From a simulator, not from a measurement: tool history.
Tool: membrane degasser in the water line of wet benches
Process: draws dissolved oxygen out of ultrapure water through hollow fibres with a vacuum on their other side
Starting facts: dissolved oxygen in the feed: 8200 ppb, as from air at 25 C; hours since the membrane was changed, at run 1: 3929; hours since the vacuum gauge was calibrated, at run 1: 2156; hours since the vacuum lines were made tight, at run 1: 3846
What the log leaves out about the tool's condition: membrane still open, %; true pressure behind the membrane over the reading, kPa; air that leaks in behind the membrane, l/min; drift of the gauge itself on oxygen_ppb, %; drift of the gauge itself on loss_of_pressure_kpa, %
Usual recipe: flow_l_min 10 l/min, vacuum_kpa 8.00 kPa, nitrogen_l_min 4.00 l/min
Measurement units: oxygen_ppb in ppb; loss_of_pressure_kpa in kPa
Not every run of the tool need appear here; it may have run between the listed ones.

| run | hour | flow_l_min | vacuum_kpa | nitrogen_l_min | hours since the membrane was changed | hours since the vacuum gauge was calibrated | hours since the vacuum lines were made tight | oxygen_ppb | loss_of_pressure_kpa |
|---|---|---|---|---|---|---|---|---|---|
| 1 | 0.0 | 10 | 8.00 | 4.00 | 3929 | 2156 | 3846 | 74.6 | 56.68 |
| 2 | 290.4 | 10 | 8.00 | 8.16 | 4220 | 2446 | 4137 | 59.3 | 57.13 |
| 3 | 602.5 | 10 | 8.00 | 8.16 | 4532 | 2759 | 4449 | 59.1 | 56.48 |
| 4 | 915.9 | 9 | 8.00 | 8.16 | 4845 | 3072 | 4762 | 44.5 | 51.31 |
| 5 | 1230.6 | 10 | 16.01 | 4.00 | 5160 | 3387 | 5077 | 129.5 | 57.02 |
| 6 | 1529.0 | 10 | 16.01 | 4.00 | 5458 | 3685 | 5375 | 128.5 | 56.93 |
| 7 | 1701.0 | 10 | 16.01 | 4.00 | 5630 | 3857 | 5547 | 131.2 | 57.36 |
| 8 | 1933.2 | 10 | 16.01 | 4.00 | 5863 | 4089 | 5780 | 130.5 | 57.16 |
|  | 2198.0 | seals of the vacuum lines changed |
| 9 | 2198.0 | 7 | 16.01 | 4.00 | 6125 | 4352 | 0 | 65.3 | 40.29 |
| 10 | 2491.0 | 10 | 8.00 | 5.88 | 6418 | 4645 | 293 | 66.0 | 57.68 |
| 11 | 2770.2 | 10 | 5.05 | 4.00 | 6698 | 4924 | 572 | 58.4 | 57.50 |
| 12 | 2933.4 | 10 | 12.67 | 4.00 | 6861 | 5087 | 735 | 103.3 | 57.38 |
| 13 | 3213.0 | 10 | 12.67 | 4.00 | 7140 | 5367 | 1015 | 106.1 | 57.48 |
| 14 | 3531.0 | 10 | 8.00 | 2.68 | 7458 | 5685 | 1333 | 93.4 | 57.46 |
| 15 | 3751.6 | 12 | 8.00 | 7.88 | 7679 | 5906 | 1554 | 106.9 | 69.31 |
| 16 | 3992.8 | 7 | 5.60 | 1.70 | 7920 | 6147 | 1795 | 38.2 | 40.70 |
| 17 | 4293.3 | 10 | 6.49 | 2.23 | 8221 | 6447 | 2095 | 86.6 | 57.93 |
|  | 4312.0 | vacuum gauge calibrated |
| 18 | 4510.6 | 15 | 6.25 | 2.08 | 8438 | 199 | 2312 | 224.4 | 87.09 |
| 19 | 4823.7 | 7 | 18.27 | 4.55 | 8751 | 512 | 2625 | 72.6 | 40.49 |
| 20 | 5120.8 | 14 | 8.00 | 2.18 | 9048 | 809 | 2922 | 219.8 | 81.23 |
|  | 5258.1 | vacuum gauge calibrated, once more |
| 21 | 5426.0 | 10 | 8.00 | 11.36 | 9352 | 168 | 3227 | 60.5 | 57.93 |
| 22 | 5642.0 | 15 | 6.56 | 6.00 | 9568 | 384 | 3443 | 196.9 | 87.57 |
| 23 | 5816.1 | 8 | 19.08 | 8.35 | 9743 | 558 | 3617 | 60.7 | 46.41 |
| 24 | 5996.5 | 8 | 19.08 | 8.35 | 9923 | 738 | 3797 | 61.8 | 47.08 |
| 25 | 6342.9 | 8 | 19.08 | 8.35 | 10269 | 1085 | 4144 | 61.4 | 46.95 |
| 26 | 6574.2 | 8 | 19.08 | 8.35 | 10501 | 1316 | 4375 | 62.2 | 46.88 |
| 27 | 6837.5 | 8 | 6.78 | 8.35 | 10764 | 1579 | 4638 | 31.1 | 47.23 |

Predict each of these 5 candidate next runs independently; none follows another, all start after run 27:
| A | 7065.1 | 6 | 6.78 | 8.35 | 10992 | 1807 | 4866 | ? | ? |
| B | 7065.1 | 10 | 4.98 | 8.35 | 10992 | 1807 | 4866 | ? | ? |
| C | 7065.1 | 8 | 7.82 | 10.69 | 10992 | 1807 | 4866 | ? | ? |
| D | 7065.1 | 7 | 14.74 | 3.92 | 10992 | 1807 | 4866 | ? | ? |
| E | 7065.1 | 12 | 6.78 | 1.70 | 10992 | 1807 | 4866 | ? | ? |

| run | oxygen_ppb | loss_of_pressure_kpa |
|---|---|---|
| A | 13.3 | 34.94 |
| B | 58.4 | 58.53 |
| C | 31.1 | 46.74 |
| D | 68.6 | 41.00 |
| E | 159.1 | 70.55 |
Stripped of hidden state, with their random variation kept, the same runs would have yielded:
| run | oxygen_ppb | loss_of_pressure_kpa |
|---|---|---|
| A | 10.4 | 33.01 |
| B | 44.5 | 55.30 |
| C | 23.9 | 44.16 |
| D | 59.3 | 38.75 |
| E | 133.9 | 66.67 |
